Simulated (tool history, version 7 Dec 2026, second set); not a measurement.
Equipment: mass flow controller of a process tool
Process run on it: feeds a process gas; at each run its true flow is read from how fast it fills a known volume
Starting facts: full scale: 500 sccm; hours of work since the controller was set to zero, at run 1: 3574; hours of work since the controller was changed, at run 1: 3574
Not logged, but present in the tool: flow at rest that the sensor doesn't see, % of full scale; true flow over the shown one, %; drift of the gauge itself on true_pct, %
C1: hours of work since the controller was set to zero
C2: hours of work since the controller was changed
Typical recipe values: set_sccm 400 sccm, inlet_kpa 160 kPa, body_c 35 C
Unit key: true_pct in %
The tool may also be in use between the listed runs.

Run 1, hour 0: usual settings; C1 3574; C2 3574. Result: true_pct 98.99 %.
Run 2, hour 179.3: usual settings; C1 3683; C2 3683. Result: true_pct 98.92 %.
Run 3, hour 296: usual settings but inlet_kpa 220 kPa; C1 3754; C2 3754. Result: true_pct 99.17 %.
Run 4, hour 448.8: usual settings but inlet_kpa 220 kPa; C1 3846; C2 3846. Result: true_pct 99.19 %.
Run 5, hour 693.4: usual settings but inlet_kpa 220 kPa; C1 3995; C2 3995. Result: true_pct 99.19 %.
Run 6, hour 925.3: usual settings but inlet_kpa 220 kPa; C1 4135; C2 4135. Result: true_pct 99.17 %.
Run 7, hour 1137.1: usual settings; C1 4264; C2 4264. Result: true_pct 98.9 %.
Run 8, hour 1260.3: usual settings; C1 4339; C2 4339. Result: true_pct 98.91 %.
Run 9, hour 1404.2: usual settings; C1 4426; C2 4426. Result: true_pct 98.91 %.
Run 10, hour 1630.5: usual settings; C1 4563; C2 4563. Result: true_pct 98.93 %.
Run 11, hour 1774.5: usual settings but body_c 25 C; C1 4651; C2 4651. Result: true_pct 99.73 %.
Run 12, hour 1973.2: usual settings but inlet_kpa 181 kPa; C1 4771; C2 4771. Result: true_pct 98.98 %.
Run 13, hour 2104.7: usual settings but inlet_kpa 181 kPa; C1 4851; C2 4851. Result: true_pct 99.03 %.
Run 14, hour 2232.1: usual settings but inlet_kpa 181 kPa; C1 4928; C2 4928. Result: true_pct 98.97 %.
Run 15, hour 2451.6: usual settings; C1 5061; C2 5061. Result: true_pct 98.85 %.
Run 16, hour 2697.3: usual settings; C1 5210; C2 5210. Result: true_pct 98.92 %.
Run 17, hour 2831.8: usual settings but inlet_kpa 152 kPa; C1 5292; C2 5292. Result: true_pct 98.88 %.
Run 18, hour 3100.5: usual settings but inlet_kpa 159 kPa; C1 5455; C2 5455. Result: true_pct 98.97 %.
Run 19, hour 3283.4: usual settings but inlet_kpa 159 kPa; C1 5566; C2 5566. Result: true_pct 98.86 %.
Run 20, hour 3420.1: usual settings but body_c 36 C; C1 5649; C2 5649. Result: true_pct 98.69 %.
Run 21, hour 3579.5: usual settings; C1 5746; C2 5746. Result: true_pct 98.88 %.
Run 22, hour 3803.2: usual settings but set_sccm 59 sccm; C1 5881; C2 5881. Result: true_pct 98.69 %.
Run 23, hour 3933.2: usual settings but set_sccm 91 sccm, inlet_kpa 206 kPa; C1 5960; C2 5960. Result: true_pct 98.93 %.
At hour 4032.9: controller's zero set anew.
Run 24, hour 4169.4: usual settings but set_sccm 399 sccm; C1 83; C2 6103. Result: true_pct 98.98 %.
Run 25, hour 4322.6: usual settings but set_sccm 399 sccm; C1 176; C2 6196. Result: true_pct 98.8 %.
Run 26, hour 4511.8: usual settings but set_sccm 399 sccm; C1 291; C2 6311. Result: true_pct 98.83 %.
Run 27, hour 4696.8: usual settings but set_sccm 93 sccm, inlet_kpa 140 kPa; C1 403; C2 6423. Result: true_pct 98.51 %.
Run 28, hour 4947.6: usual settings but set_sccm 93 sccm, inlet_kpa 171 kPa, body_c 22 C; C1 555; C2 6575. Result: true_pct 99.93 %.
Run 29, hour 5118.7: usual settings but set_sccm 93 sccm, inlet_kpa 171 kPa, body_c 22 C; C1 659; C2 6679. Result: true_pct 99.91 %.
Run 30, hour 5319: usual settings but set_sccm 93 sccm, inlet_kpa 171 kPa, body_c 22 C; C1 780; C2 6800. Result: true_pct 99.9 %.
Run 31, hour 5592.7: usual settings but set_sccm 93 sccm, inlet_kpa 171 kPa, body_c 22 C; C1 946; C2 6966. Result: true_pct 99.78 %.
Run 32, hour 5853.3: usual settings but set_sccm 282 sccm, inlet_kpa 186 kPa, body_c 28 C; C1 1104; C2 7125. Result: true_pct 99.53 %.
Run 33, hour 6072.6: usual settings but set_sccm 282 sccm, inlet_kpa 241 kPa, body_c 28 C; C1 1237; C2 7258. Result: true_pct 99.67 %.
Run 34, hour 6294.8: usual settings but set_sccm 304 sccm, inlet_kpa 222 kPa; C1 1372; C2 7392. Result: true_pct 99.02 %.
Run 35, hour 6553.9: usual settings but set_sccm 327 sccm, inlet_kpa 215 kPa, body_c 21 C; C1 1529; C2 7550. Result: true_pct 100.22 %.
Run 36, hour 6745.7: usual settings but set_sccm 299 sccm, inlet_kpa 163 kPa, body_c 26 C; C1 1646; C2 7666. Result: true_pct 99.64 %.
Run 37, hour 7001.7: usual settings but set_sccm 299 sccm, inlet_kpa 163 kPa, body_c 26 C; C1 1801; C2 7821. Result: true_pct 99.62 %.
Run 38, hour 7214.5: usual settings but body_c 36 C; C1 1930; C2 7950. Result: true_pct 98.77 %.
Run 39, hour 7444.8: usual settings but set_sccm 108 sccm, body_c 29 C; C1 2070; C2 8090. Result: true_pct 99.12 %.
Run 40, hour 7714.1: usual settings but set_sccm 97 sccm; C1 2233; C2 8253. Result: true_pct 98.62 %.
Run 41, hour 7921.9: usual settings but set_sccm 138 sccm, body_c 40 C; C1 2359; C2 8379. Result: true_pct 98.23 %.
Run 42, hour 8164.6: usual settings but set_sccm 65 sccm, body_c 40 C; C1 2506; C2 8527. Result: true_pct 98.19 %.
At hour 8240.5: controller exchanged for a calibrated one.
Run 43, hour 8389.8: usual settings but set_sccm 65 sccm, body_c 40 C; C1 91; C2 91. Result: true_pct 98.11 %.

Branching from run 43: 5 alternative next runs. What would each branch give?
Run A, hour 8516.5: usual settings but set_sccm 65 sccm, inlet_kpa 274 kPa, body_c 20 C; C1 167; C2 167. Result: true_pct ?.
Run B, hour 8516.5: usual settings but set_sccm 184 sccm, inlet_kpa 194 kPa, body_c 40 C; C1 167; C2 167. Result: true_pct ?.
Run C, hour 8516.5: usual settings but inlet_kpa 244 kPa; C1 167; C2 167. Result: true_pct ?.
Run D, hour 8516.5: usual settings but set_sccm 191 sccm, inlet_kpa 176 kPa, body_c 29 C; C1 167; C2 167. Result: true_pct ?.
Run E, hour 8516.5: usual settings but set_sccm 65 sccm, inlet_kpa 276 kPa, body_c 38 C; C1 167; C2 167. Result: true_pct ?.

run  true_pct
  A    100.41
  B     98.36
  C      99.3
  D     99.38
  E     98.81
Without the tool's unlogged condition, the same runs would have read:
run  true_pct
  A    100.41
  B     98.36
  C      99.3
  D     99.38
  E     98.81

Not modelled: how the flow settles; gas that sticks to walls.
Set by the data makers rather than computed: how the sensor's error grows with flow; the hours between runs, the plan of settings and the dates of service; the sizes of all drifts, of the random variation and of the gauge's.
